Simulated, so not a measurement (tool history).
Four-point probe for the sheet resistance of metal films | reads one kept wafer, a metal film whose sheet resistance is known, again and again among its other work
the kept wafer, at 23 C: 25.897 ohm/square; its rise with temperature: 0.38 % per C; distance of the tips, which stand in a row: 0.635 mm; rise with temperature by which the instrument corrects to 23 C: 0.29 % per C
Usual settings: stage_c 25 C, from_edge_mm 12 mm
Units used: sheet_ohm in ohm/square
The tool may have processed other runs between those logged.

run    hour  stage_c  from_edge_mm  sheet_ohm
  1     0.0       25            12  26.022376
  2    45.4       22            12  25.941199
  3    90.4       22            12  25.946795
  4   157.5       22            12  25.953013
  5   204.6       22            12  25.955792
  6   269.8       25            12  26.032058
  7   349.7       25            12  26.030276
  8   411.5       25             4  26.354124
  9   472.3       25            12  26.056769
 10   556.0       25            12  26.056211
 11   625.4       25            12  26.070622
 12   675.9       25            57  26.031960
 13   754.4       25             5  26.262013
 14   790.4       25             5  26.261262
 15   853.8       22             5  26.193796
 16   902.4       22             5  26.202266
 17   981.8       22             5  26.198049
 18  1048.5       28             5  26.356919
 19  1137.1       28             5  26.379678
 20  1173.2       20            12  25.985702
 21  1212.1       20            12  26.001141
 22  1259.9       20            12  25.993148
 23  1314.6       24            60  26.053058
 24  1394.8       32             9  26.325073
 25  1446.2       32             9  26.330330
 26  1494.2       31            12  26.287057
 27  1543.5       25             5  26.325578
 28  1589.3       32            31  26.280814
 29  1667.2       21            16  26.040390
 30  1738.3       21            16  26.039908
 31  1808.7       22             4  26.397881
 32  1892.7       30             5  26.483765

Run by run, hidden condition taken away, random variation retained:
What the log doesn't record here: inner tips' distance over the nominal, %; tips' flats over new ones', %; wafer's true temperature over the reading, C; drift of the gauge itself on sheet_ohm, %.
run  sheet_ohm
  1  25.995646
  2  25.910607
  3  25.912425
  4  25.913049
  5  25.911830
  6  25.982538
  7  25.974237
  8  26.291694
  9  25.989516
 10  25.982077
 11  25.991156
 12  25.948351
 13  26.171407
 14  26.167789
 15  26.095236
 16  26.099571
 17  26.088621
 18  26.242080
 19  26.257150
 20  25.861871
 21  25.873916
 22  25.861950
 23  25.917178
 24  26.181381
 25  26.182197
 26  26.134867
 27  26.168985
 28  26.121129
 29  25.875054
 30  25.868375
 31  26.217993
 32  26.296876
